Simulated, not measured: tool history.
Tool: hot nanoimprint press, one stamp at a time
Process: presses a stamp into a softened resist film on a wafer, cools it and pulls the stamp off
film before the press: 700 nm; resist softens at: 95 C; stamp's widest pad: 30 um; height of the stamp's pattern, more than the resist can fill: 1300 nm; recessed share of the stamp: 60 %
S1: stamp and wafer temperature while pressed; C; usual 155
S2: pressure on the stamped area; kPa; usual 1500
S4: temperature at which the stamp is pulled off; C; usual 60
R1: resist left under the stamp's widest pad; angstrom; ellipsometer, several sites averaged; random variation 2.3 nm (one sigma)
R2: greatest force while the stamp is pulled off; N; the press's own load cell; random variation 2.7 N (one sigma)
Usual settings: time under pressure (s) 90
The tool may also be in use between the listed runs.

Run 1, hour 0.0: usual settings. Result: R1 4190 angstrom, R2 237 N.
Run 2, hour 10.8: usual settings but time under pressure (s) 75. Result: R1 4408 angstrom, R2 236 N.
Run 3, hour 16.7: usual settings but time under pressure (s) 75. Result: R1 4388 angstrom, R2 235 N.
Run 4, hour 28.5: usual settings. Result: R1 4147 angstrom, R2 235 N.
Run 5, hour 37.8: usual settings but S2 2110 kPa. Result: R1 3609 angstrom, R2 230 N.
Run 6, hour 47.1: usual settings but S2 2110 kPa. Result: R1 3634 angstrom, R2 231 N.
Run 7, hour 58.6: usual settings. Result: R1 4194 angstrom, R2 240 N.
At hour 65.5: stamp cleaned and given a new release coat.
Run 8, hour 74.0: usual settings but S1 145 C. Result: R1 5870 angstrom, R2 232 N.
Run 9, hour 84.7: usual settings but S1 145 C. Result: R1 5862 angstrom, R2 230 N.
Run 10, hour 96.3: usual settings but S1 145 C. Result: R1 5862 angstrom, R2 228 N.
Run 11, hour 107.4: usual settings but S1 145 C, S2 2180 kPa, S4 66 C. Result: R1 5340 angstrom, R2 195 N.
Run 12, hour 116.0: usual settings but S1 148 C, S2 1910 kPa, S4 59 C. Result: R1 5025 angstrom, R2 234 N.
At hour 126.0: plate thermocouple calibrated.
Run 13, hour 127.2: usual settings but S1 152 C, S2 1130 kPa. Result: R1 5187 angstrom, R2 237 N.
Run 14, hour 138.2: usual settings but S1 161 C, S2 1790 kPa. Result: R1 3057 angstrom, R2 232 N.

Run 15 comes next. What will it give?
Run 15, hour 145.4: usual settings but S1 144 C, S2 1030 kPa, time under pressure (s) 132, S4 62 C. Result: R1 ?, R2 ?.

R1: 6081 angstrom
R2: 222 N
Without the tool's hidden state the same run would have given R1 5974 angstrom, R2 222 N.
